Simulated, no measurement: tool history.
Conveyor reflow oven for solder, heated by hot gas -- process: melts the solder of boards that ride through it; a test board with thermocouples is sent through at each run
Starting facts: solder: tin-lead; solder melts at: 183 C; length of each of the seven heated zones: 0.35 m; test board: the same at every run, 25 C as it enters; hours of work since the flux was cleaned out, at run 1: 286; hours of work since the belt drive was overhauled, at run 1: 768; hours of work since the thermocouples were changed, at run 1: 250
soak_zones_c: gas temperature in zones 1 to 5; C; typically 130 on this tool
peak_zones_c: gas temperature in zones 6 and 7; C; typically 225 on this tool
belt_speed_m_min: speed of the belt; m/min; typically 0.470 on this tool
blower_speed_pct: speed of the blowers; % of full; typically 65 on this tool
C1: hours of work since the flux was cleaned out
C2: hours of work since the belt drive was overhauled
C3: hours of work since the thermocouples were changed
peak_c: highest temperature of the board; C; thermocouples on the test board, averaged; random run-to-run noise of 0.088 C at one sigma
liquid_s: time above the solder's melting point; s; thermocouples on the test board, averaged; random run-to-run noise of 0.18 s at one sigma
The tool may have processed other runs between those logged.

run 1 hour=0.0 | soak_zones_c=130 peak_zones_c=225 belt_speed_m_min=0.470 blower_speed_pct=65 | C1=286 C2=768 C3=250 | peak_c=205.59 liquid_s=50.6
-- hour=7.4 flux residue cleaned out of gas plates and filters
run 2 hour=23.2 | soak_zones_c=137 peak_zones_c=225 belt_speed_m_min=0.470 blower_speed_pct=65 | C1=11 C2=781 C3=263 | peak_c=207.02 liquid_s=55.5
run 3 hour=45.1 | soak_zones_c=137 peak_zones_c=225 belt_speed_m_min=0.470 blower_speed_pct=65 | C1=27 C2=796 C3=279 | peak_c=207.14 liquid_s=55.3
run 4 hour=59.7 | soak_zones_c=130 peak_zones_c=225 belt_speed_m_min=0.470 blower_speed_pct=65 | C1=38 C2=807 C3=290 | peak_c=205.53 liquid_s=50.2
run 5 hour=84.5 | soak_zones_c=130 peak_zones_c=225 belt_speed_m_min=0.470 blower_speed_pct=65 | C1=55 C2=825 C3=307 | peak_c=205.66 liquid_s=50.5
run 6 hour=98.4 | soak_zones_c=132 peak_zones_c=225 belt_speed_m_min=0.470 blower_speed_pct=65 | C1=65 C2=835 C3=317 | peak_c=206.01 liquid_s=52.0
run 7 hour=117.2 | soak_zones_c=132 peak_zones_c=225 belt_speed_m_min=0.470 blower_speed_pct=65 | C1=79 C2=848 C3=331 | peak_c=206.02 liquid_s=51.6
run 8 hour=140.3 | soak_zones_c=132 peak_zones_c=225 belt_speed_m_min=0.470 blower_speed_pct=65 | C1=95 C2=865 C3=347 | peak_c=206.07 liquid_s=51.9
run 9 hour=158.6 | soak_zones_c=132 peak_zones_c=225 belt_speed_m_min=0.470 blower_speed_pct=65 | C1=108 C2=878 C3=360 | peak_c=206.01 liquid_s=51.7
run 10 hour=178.3 | soak_zones_c=130 peak_zones_c=225 belt_speed_m_min=0.470 blower_speed_pct=65 | C1=123 C2=892 C3=375 | peak_c=205.77 liquid_s=50.7
run 11 hour=190.6 | soak_zones_c=130 peak_zones_c=225 belt_speed_m_min=0.470 blower_speed_pct=65 | C1=131 C2=901 C3=383 | peak_c=205.71 liquid_s=50.7
run 12 hour=210.8 | soak_zones_c=130 peak_zones_c=230 belt_speed_m_min=0.470 blower_speed_pct=65 | C1=146 C2=915 C3=398 | peak_c=209.97 liquid_s=56.1
run 13 hour=232.1 | soak_zones_c=130 peak_zones_c=225 belt_speed_m_min=0.470 blower_speed_pct=65 | C1=161 C2=930 C3=413 | peak_c=205.72 liquid_s=50.5
run 14 hour=246.2 | soak_zones_c=130 peak_zones_c=225 belt_speed_m_min=0.499 blower_speed_pct=65 | C1=171 C2=940 C3=423 | peak_c=203.77 liquid_s=44.5
run 15 hour=261.3 | soak_zones_c=130 peak_zones_c=225 belt_speed_m_min=0.499 blower_speed_pct=65 | C1=182 C2=951 C3=434 | peak_c=203.62 liquid_s=44.1
run 16 hour=277.5 | soak_zones_c=122 peak_zones_c=227 belt_speed_m_min=0.399 blower_speed_pct=60 | C1=194 C2=963 C3=446 | peak_c=210.04 liquid_s=64.4
run 17 hour=304.4 | soak_zones_c=130 peak_zones_c=221 belt_speed_m_min=0.470 blower_speed_pct=65 | C1=213 C2=982 C3=465 | peak_c=202.34 liquid_s=46.0
run 18 hour=328.0 | soak_zones_c=133 peak_zones_c=238 belt_speed_m_min=0.501 blower_speed_pct=57 | C1=230 C2=999 C3=482 | peak_c=212.38 liquid_s=54.5
run 19 hour=341.1 | soak_zones_c=140 peak_zones_c=230 belt_speed_m_min=0.556 blower_speed_pct=71 | C1=239 C2=1008 C3=491 | peak_c=207.60 liquid_s=46.9
run 20 hour=355.4 | soak_zones_c=140 peak_zones_c=230 belt_speed_m_min=0.556 blower_speed_pct=71 | C1=249 C2=1019 C3=502 | peak_c=207.50 liquid_s=46.4
run 21 hour=376.1 | soak_zones_c=143 peak_zones_c=225 belt_speed_m_min=0.547 blower_speed_pct=65 | C1=264 C2=1034 C3=516 | peak_c=203.37 liquid_s=43.8

Expected results for the next run?
-- hour=385.2 thermocouples of zones 6 and 7 changed
run 22 hour=390.1 | soak_zones_c=130 peak_zones_c=223 belt_speed_m_min=0.478 blower_speed_pct=65 | C1=273 C2=1042 C3=4 | peak_c=? liquid_s=?

Run 22 yielded peak_c 203.41 C, liquid_s 46.5 s.
With no hidden state in the tool, this same run would have given peak_c 203.41 C, liquid_s 46.5 s.

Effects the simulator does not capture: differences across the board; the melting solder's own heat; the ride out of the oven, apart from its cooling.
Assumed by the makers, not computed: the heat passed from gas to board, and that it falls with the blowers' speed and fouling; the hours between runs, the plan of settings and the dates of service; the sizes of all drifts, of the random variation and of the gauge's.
